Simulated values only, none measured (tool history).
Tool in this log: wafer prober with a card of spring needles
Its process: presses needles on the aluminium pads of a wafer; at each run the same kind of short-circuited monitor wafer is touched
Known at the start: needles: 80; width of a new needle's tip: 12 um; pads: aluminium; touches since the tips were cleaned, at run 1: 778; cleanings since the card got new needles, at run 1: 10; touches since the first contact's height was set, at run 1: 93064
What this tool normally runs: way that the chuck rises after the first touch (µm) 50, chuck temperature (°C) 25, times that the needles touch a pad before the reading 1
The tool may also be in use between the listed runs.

| run | day | way that the chuck rises after the first touch (µm) | chuck temperature (°C) | times that the needles touch a pad before the reading | touches since the tips were cleaned | cleanings since the card got new needles | touches since the first contact's height was set | resistance of one needle with its contact and lead (mohm) | way that a needle slides on the pad (µm) |
|---|---|---|---|---|---|---|---|---|---|
| 1 | 0.000 | 50 | 25 | 1 | 778 | 10 | 93064 | 327 | 9.64 |
|  | 0.942 | tips cleaned on abrasive film |
| 2 | 1.438 | 50 | 25 | 1 | 4354 | 11 | 105589 | 598 | 9.58 |
|  | 1.846 | tips cleaned on abrasive film |
|  | 2.917 | tips cleaned on abrasive film |
| 3 | 3.154 | 50 | 25 | 1 | 2084 | 13 | 120501 | 460 | 9.55 |
|  | 3.925 | tips cleaned on abrasive film |
|  | 4.854 | tips cleaned on abrasive film |
|  | 5.796 | tips cleaned on abrasive film |
| 4 | 6.075 | 50 | 25 | 1 | 2438 | 16 | 145877 | 501 | 9.59 |
|  | 6.833 | tips cleaned on abrasive film |
|  | 7.850 | tips cleaned on abrasive film |
|  | 8.067 | height of the first contact set anew |
|  | 8.850 | tips cleaned on abrasive film |
| 5 | 9.288 | 50 | 25 | 1 | 3790 | 19 | 10622 | 597 | 9.33 |
|  | 9.842 | tips cleaned on abrasive film |
|  | 10.867 | tips cleaned on abrasive film |
|  | 11.912 | tips cleaned on abrasive film |
| 6 | 12.442 | 50 | 25 | 1 | 4637 | 22 | 38066 | 698 | 9.27 |
|  | 12.821 | tips cleaned on abrasive film |
|  | 13.892 | tips cleaned on abrasive film |
|  | 14.846 | tips cleaned on abrasive film |
| 7 | 14.854 | 50 | 25 | 1 | 101 | 25 | 59021 | 267 | 9.25 |
|  | 15.925 | tips cleaned on abrasive film |
|  | 16.854 | tips cleaned on abrasive film |
|  | 17.925 | tips cleaned on abrasive film |
| 8 | 18.067 | 50 | 25 | 1 | 1248 | 28 | 86943 | 400 | 9.20 |
|  | 18.929 | tips cleaned on abrasive film |
|  | 20.058 | tips cleaned on abrasive film |
|  | 21.062 | tips cleaned on abrasive film |
| 9 | 21.200 | 50 | 73 | 1 | 1209 | 31 | 114170 | 372 | 9.18 |
|  | 21.825 | height of the first contact set anew, once more |
|  | 22.054 | tips cleaned on abrasive film |
|  | 23.050 | tips cleaned on abrasive film |
|  | 24.108 | tips cleaned on abrasive film |
| 10 | 24.529 | 50 | 73 | 1 | 3676 | 34 | 23494 | 552 | 9.83 |
|  | 25.142 | tips cleaned on abrasive film |
|  | 26.208 | tips cleaned on abrasive film |
|  | 27.267 | tips cleaned on abrasive film |
| 11 | 27.525 | 50 | 109 | 1 | 2269 | 37 | 49541 | 483 | 9.69 |
|  | 28.267 | tips cleaned on abrasive film |
|  | 29.233 | tips cleaned on abrasive film |
|  | 30.246 | tips cleaned on abrasive film |
| 12 | 30.750 | 32 | 25 | 1 | 4375 | 40 | 77560 | 1328 | 6.09 |
|  | 31.204 | tips cleaned on abrasive film |
|  | 32.142 | tips cleaned on abrasive film |
| 13 | 32.808 | 50 | 64 | 1 | 5807 | 42 | 95459 | 691 | 9.70 |
|  | 33.262 | tips cleaned on abrasive film |
|  | 34.208 | tips cleaned on abrasive film |
|  | 35.212 | tips cleaned on abrasive film |
| 14 | 35.746 | 50 | 64 | 1 | 4677 | 45 | 121004 | 632 | 9.58 |
|  | 36.117 | tips cleaned on abrasive film |
|  | 37.079 | tips cleaned on abrasive film |
| 15 | 37.358 | 50 | 55 | 1 | 2440 | 47 | 135012 | 511 | 9.51 |
|  | 38.004 | tips cleaned on abrasive film |
|  | 39.050 | tips cleaned on abrasive film |
|  | 40.017 | tips cleaned on abrasive film |
|  | 40.704 | height of the first contact set anew |
| 16 | 40.750 | 50 | 55 | 1 | 6263 | 50 | 371 | 724 | 9.87 |
|  | 40.979 | tips cleaned on abrasive film |
|  | 42.046 | tips cleaned on abrasive film |
| 17 | 42.871 | 67 | 53 | 1 | 7197 | 52 | 18830 | 514 | 13.15 |
|  | 43.012 | tips cleaned on abrasive film |
|  | 44.096 | tips cleaned on abrasive film |
| 18 | 44.350 | 52 | 29 | 2 | 2225 | 54 | 31657 | 366 | 10.19 |
|  | 45.171 | tips cleaned on abrasive film |
|  | 46.188 | tips cleaned on abrasive film |
| 19 | 46.833 | 33 | 94 | 2 | 5635 | 56 | 53265 | 883 | 6.44 |
|  | 47.183 | tips cleaned on abrasive film |
|  | 48.217 | tips cleaned on abrasive film |
| 20 | 48.904 | 33 | 94 | 2 | 5974 | 58 | 71253 | 955 | 6.32 |
|  | 49.267 | tips cleaned on abrasive film |
|  | 50.233 | tips cleaned on abrasive film |
|  | 51.262 | tips cleaned on abrasive film |
| 21 | 51.262 | 50 | 54 | 1 | 0 | 61 | 91738 | 215 | 9.61 |
|  | 52.325 | tips cleaned on abrasive film |
|  | 53.321 | tips cleaned on abrasive film |
| 22 | 54.067 | 50 | 70 | 3 | 6516 | 63 | 116133 | 406 | 9.57 |
|  | 54.279 | tips cleaned on abrasive film |
|  | 55.208 | tips cleaned on abrasive film |
| 23 | 55.996 | 58 | 123 | 1 | 6847 | 65 | 132895 | 598 | 11.23 |
|  | 56.162 | tips cleaned on abrasive film |
|  | 57.271 | tips cleaned on abrasive film |
|  | 58.212 | tips cleaned on abrasive film |
| 24 | 59.112 | 34 | 26 | 2 | 7847 | 68 | 159996 | 1098 | 6.35 |
|  | 59.342 | tips cleaned on abrasive film |
|  | 59.579 | height of the first contact set anew |
|  | 60.421 | tips cleaned on abrasive film |
|  | 61.504 | tips cleaned on abrasive film |
|  | 62.442 | tips cleaned on abrasive film |
| 25 | 62.517 | 34 | 26 | 2 | 637 | 72 | 25529 | 395 | 6.61 |
|  | 63.521 | tips cleaned on abrasive film |
| 26 | 63.929 | 51 | 47 | 2 | 3567 | 73 | 37842 | 457 | 9.97 |
|  | 64.546 | tips cleaned on abrasive film |
|  | 65.517 | tips cleaned on abrasive film |
|  | 66.642 | tips cleaned on abrasive film |
| 27 | 66.654 | 67 | 43 | 1 | 120 | 76 | 61510 | 213 | 13.03 |
|  | 67.646 | tips cleaned on abrasive film |
|  | 68.600 | tips cleaned on abrasive film |
|  | 69.571 | tips cleaned on abrasive film |
| 28 | 69.571 | 45 | 106 | 1 | 0 | 79 | 86869 | 271 | 8.68 |

Predict each of these 3 candidate next runs independently; none follows another, all start after run 28:
|  | 70.558 | tips cleaned on abrasive film |
|  | 71.633 | tips cleaned on abrasive film |
| A | 71.854 | 49 | 93 | 1 | 1935 | 81 | 106715 | ? | ? |
|  | 70.558 | tips cleaned on abrasive film |
|  | 71.633 | tips cleaned on abrasive film |
| B | 71.854 | 49 | 53 | 2 | 1935 | 81 | 106715 | ? | ? |
|  | 70.558 | tips cleaned on abrasive film |
|  | 71.633 | tips cleaned on abrasive film |
| C | 71.854 | 33 | 80 | 1 | 1935 | 81 | 106715 | ? | ? |

| run | resistance of one needle with its contact and lead (mohm) | way that a needle slides on the pad (µm) |
|---|---|---|
| A | 495 | 9.36 |
| B | 383 | 9.40 |
| C | 884 | 6.26 |
With the hidden condition removed and each run's random variation left untouched, the same runs would have given:
| run | resistance of one needle with its contact and lead (mohm) | way that a needle slides on the pad (µm) |
|---|---|---|
| A | 188 | 9.60 |
| B | 181 | 9.64 |
| C | 202 | 6.51 |
